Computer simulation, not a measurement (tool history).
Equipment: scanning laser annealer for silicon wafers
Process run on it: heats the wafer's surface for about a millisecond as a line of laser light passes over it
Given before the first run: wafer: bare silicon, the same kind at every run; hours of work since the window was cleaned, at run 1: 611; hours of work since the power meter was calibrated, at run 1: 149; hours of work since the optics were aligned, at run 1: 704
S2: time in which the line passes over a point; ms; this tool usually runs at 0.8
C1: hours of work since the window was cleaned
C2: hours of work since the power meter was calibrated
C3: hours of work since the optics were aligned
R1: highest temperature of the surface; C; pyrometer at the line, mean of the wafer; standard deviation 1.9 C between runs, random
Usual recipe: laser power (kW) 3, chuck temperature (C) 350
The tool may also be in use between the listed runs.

{"run": 1, "day": 0.0, "laser power (kW)": 3, "S2": 0.8, "chuck temperature (C)": 350, "C1": 611, "C2": 149, "C3": 704, "R1": 1132}
{"run": 2, "day": 0.917, "laser power (kW)": 3, "S2": 0.8, "chuck temperature (C)": 312, "C1": 622, "C2": 159, "C3": 714, "R1": 1095}
{"run": 3, "day": 2.8, "laser power (kW)": 2.954, "S2": 0.8, "chuck temperature (C)": 350, "C1": 643, "C2": 180, "C3": 735, "R1": 1119}
{"day": 4.088, "done": "window over the wafer cleaned"}
{"run": 4, "day": 4.096, "laser power (kW)": 2.954, "S2": 0.8, "chuck temperature (C)": 350, "C1": 0, "C2": 194, "C3": 749, "R1": 1134}
{"run": 5, "day": 5.533, "laser power (kW)": 3, "S2": 0.8, "chuck temperature (C)": 350, "C1": 16, "C2": 210, "C3": 765, "R1": 1149}
{"run": 6, "day": 6.417, "laser power (kW)": 3, "S2": 0.8, "chuck temperature (C)": 350, "C1": 26, "C2": 219, "C3": 774, "R1": 1149}
{"run": 7, "day": 7.504, "laser power (kW)": 3, "S2": 0.8, "chuck temperature (C)": 350, "C1": 38, "C2": 232, "C3": 787, "R1": 1152}
{"run": 8, "day": 9.571, "laser power (kW)": 3, "S2": 0.8, "chuck temperature (C)": 355, "C1": 61, "C2": 255, "C3": 810, "R1": 1152}
{"run": 9, "day": 11.458, "laser power (kW)": 3, "S2": 0.8, "chuck temperature (C)": 355, "C1": 82, "C2": 276, "C3": 831, "R1": 1150}
{"run": 10, "day": 12.842, "laser power (kW)": 2.62, "S2": 0.8, "chuck temperature (C)": 350, "C1": 97, "C2": 291, "C3": 846, "R1": 1028}
{"run": 11, "day": 13.738, "laser power (kW)": 3, "S2": 0.8, "chuck temperature (C)": 350, "C1": 107, "C2": 301, "C3": 856, "R1": 1147}
{"run": 12, "day": 15.467, "laser power (kW)": 2.969, "S2": 0.93, "chuck temperature (C)": 390, "C1": 127, "C2": 320, "C3": 875, "R1": 1244}
{"run": 13, "day": 17.458, "laser power (kW)": 2.969, "S2": 0.93, "chuck temperature (C)": 390, "C1": 149, "C2": 342, "C3": 897, "R1": 1240}
{"run": 14, "day": 19.425, "laser power (kW)": 2.662, "S2": 0.639, "chuck temperature (C)": 324, "C1": 171, "C2": 364, "C3": 919, "R1": 931}
{"run": 15, "day": 20.292, "laser power (kW)": 2.662, "S2": 0.639, "chuck temperature (C)": 324, "C1": 180, "C2": 374, "C3": 929, "R1": 932}
{"run": 16, "day": 21.45, "laser power (kW)": 2.677, "S2": 0.921, "chuck temperature (C)": 324, "C1": 193, "C2": 387, "C3": 942, "R1": 1071}
{"run": 17, "day": 23.483, "laser power (kW)": 2.641, "S2": 0.921, "chuck temperature (C)": 359, "C1": 216, "C2": 409, "C3": 964, "R1": 1097}
{"run": 18, "day": 24.512, "laser power (kW)": 3, "S2": 0.8, "chuck temperature (C)": 328, "C1": 227, "C2": 421, "C3": 976, "R1": 1120}
{"run": 19, "day": 25.533, "laser power (kW)": 3, "S2": 0.8, "chuck temperature (C)": 328, "C1": 239, "C2": 432, "C3": 987, "R1": 1116}
{"run": 20, "day": 26.908, "laser power (kW)": 3, "S2": 0.8, "chuck temperature (C)": 328, "C1": 254, "C2": 448, "C3": 1003, "R1": 1117}
{"run": 21, "day": 28.412, "laser power (kW)": 2.94, "S2": 0.987, "chuck temperature (C)": 348, "C1": 271, "C2": 464, "C3": 1019, "R1": 1212}
{"run": 22, "day": 30.396, "laser power (kW)": 3, "S2": 0.8, "chuck temperature (C)": 312, "C1": 293, "C2": 486, "C3": 1041, "R1": 1099}

Alternative continuations, all from the tool just after run 22; predict every row:
{"run": "A", "day": 32.025, "laser power (kW)": 2.747, "S2": 0.8, "chuck temperature (C)": 366, "C1": 311, "C2": 505, "C3": 1060, "R1": "?"}
{"run": "B", "day": 32.025, "laser power (kW)": 3.191, "S2": 0.8, "chuck temperature (C)": 318, "C1": 311, "C2": 505, "C3": 1060, "R1": "?"}
{"run": "C", "day": 32.025, "laser power (kW)": 3, "S2": 0.744, "chuck temperature (C)": 387, "C1": 311, "C2": 505, "C3": 1060, "R1": "?"}
{"run": "D", "day": 32.025, "laser power (kW)": 3, "S2": 0.987, "chuck temperature (C)": 350, "C1": 311, "C2": 505, "C3": 1060, "R1": "?"}
{"run": "E", "day": 32.025, "laser power (kW)": 2.916, "S2": 0.749, "chuck temperature (C)": 323, "C1": 311, "C2": 505, "C3": 1060, "R1": "?"}

run=A R1=1075
run=B R1=1160
run=C R1=1141
run=D R1=1234
run=E R1=1058
What these runs would have given with no unlogged condition in the tool:
run=A R1=1095
run=B R1=1184
run=C R1=1162
run=D R1=1259
run=E R1=1078
